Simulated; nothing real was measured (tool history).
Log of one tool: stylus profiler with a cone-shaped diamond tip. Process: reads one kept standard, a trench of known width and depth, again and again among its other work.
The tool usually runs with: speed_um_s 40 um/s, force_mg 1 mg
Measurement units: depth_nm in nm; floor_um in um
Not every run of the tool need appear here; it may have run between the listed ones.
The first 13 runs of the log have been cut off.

run	hour	speed_um_s	force_mg	depth_nm	floor_um
14	906.8	144	1	201.43	16.36
15	991.2	144	2.09	202.35	16.59
16	1057.7	18	1	201.42	17.09
17	1109.4	36	0.81	201.29	16.96
18	1183.2	54	2.53	202.7	17.04
19	1266.4	54	2.53	202.57	17.03
20	1355.7	54	2.53	202.67	16.95
21	1406.1	54	2.53	202.66	16.97
22	1462.8	49	0.47	200.84	16.8
23	1508.3	151	1.34	201.68	16.43
24	1568.6	46	0.36	200.74	16.78
25	1654.6	40	1.97	202.22	17.05
26	1730.6	40	1.97	202.21	17.02
27	1800.6	40	1.97	202.29	16.99
28	1842.5	93	0.42	200.77	16.35
29	1918.9	58	0.45	200.85	16.68
30	2002.1	94	2.34	202.56	16.77
31	2090.3	94	2.34	202.59	16.82

Consider 3 possible next runs. They are alternatives, not a sequence: every one starts from the tool as it was left by run 31. What does each give?
A	2175.2	27	1	?	?
B	2175.2	40	1.71	?	?
C	2175.2	21	2.83	?	?

run	depth_nm	floor_um
A	201.38	17.02
B	202.05	17.07
C	202.87	17.08
Without the tool's unlogged condition, the same runs would have read:
run	depth_nm	floor_um
A	201.37	17.03
B	202.05	17.08
C	202.86	17.09
